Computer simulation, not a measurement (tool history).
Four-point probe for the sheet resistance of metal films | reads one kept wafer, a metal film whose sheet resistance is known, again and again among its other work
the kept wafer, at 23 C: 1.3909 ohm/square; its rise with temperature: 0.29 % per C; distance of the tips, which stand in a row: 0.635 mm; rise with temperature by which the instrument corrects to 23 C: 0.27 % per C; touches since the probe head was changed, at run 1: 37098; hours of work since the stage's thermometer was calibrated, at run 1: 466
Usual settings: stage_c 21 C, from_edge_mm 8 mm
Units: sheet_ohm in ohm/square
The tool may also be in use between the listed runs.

| run | hour | stage_c | from_edge_mm | touches since the probe head was changed | hours of work since the stage's thermometer was calibrated | sheet_ohm |
|---|---|---|---|---|---|---|
| 1 | 0 | 21 | 8 | 37098 | 466 | 1.394578 |
| 2 | 25.8 | 21 | 8 | 37582 | 485 | 1.394772 |
| 3 | 52.1 | 21 | 8 | 38077 | 504 | 1.394479 |
| 4 | 72.7 | 21 | 8 | 38463 | 519 | 1.395006 |
| 5 | 110.7 | 21 | 8 | 39177 | 547 | 1.394936 |
| 6 | 131.7 | 21 | 8 | 39572 | 563 | 1.395805 |
| 7 | 175 | 21 | 8 | 40385 | 595 | 1.395038 |
| 8 | 207.6 | 21 | 8 | 40996 | 619 | 1.394852 |
| 9 | 246.7 | 25 | 8 | 41732 | 648 | 1.396237 |
| 10 | 276.5 | 25 | 8 | 42291 | 670 | 1.396238 |
| 11 | 316.8 | 25 | 8 | 43046 | 700 | 1.39612 |
| 12 | 346.7 | 25 | 8 | 43609 | 722 | 1.396827 |
| 13 | 396 | 33 | 8 | 44533 | 758 | 1.398859 |
| 14 | 443.2 | 33 | 8 | 45421 | 793 | 1.399892 |
| 15 | 470.9 | 19 | 8 | 45941 | 814 | 1.394019 |
| 16 | 498.7 | 31 | 4 | 46463 | 834 | 1.413055 |
| 17 | 532.7 | 19 | 4 | 47102 | 859 | 1.408166 |
| 18 | 560.9 | 21 | 25 | 47631 | 880 | 1.39084 |
| 19 | 593.2 | 18 | 32 | 48237 | 904 | 1.389067 |
| 20 | 634.3 | 18 | 32 | 49009 | 934 | 1.389298 |
| 21 | 670.2 | 22 | 42 | 49682 | 961 | 1.390585 |
| 22 | 707.6 | 22 | 42 | 50384 | 989 | 1.390965 |
| 23 | 749.7 | 19 | 6 | 51175 | 1020 | 1.397862 |
| 24 | 790.7 | 34 | 5 | 51945 | 1050 | 1.407029 |
| 25 | 822.4 | 34 | 5 | 52540 | 1073 | 1.407333 |
| 26 | 867.1 | 21 | 16 | 53379 | 1107 | 1.391377 |

The next listed run, before its measurement:
| 27 | 907.2 | 24 | 9 | 54132 | 1136 | ? |

{"run 27": {"sheet_ohm": 1.39527}}
Without the tool's hidden state the same run would have given sheet_ohm 1.395209 ohm/square.
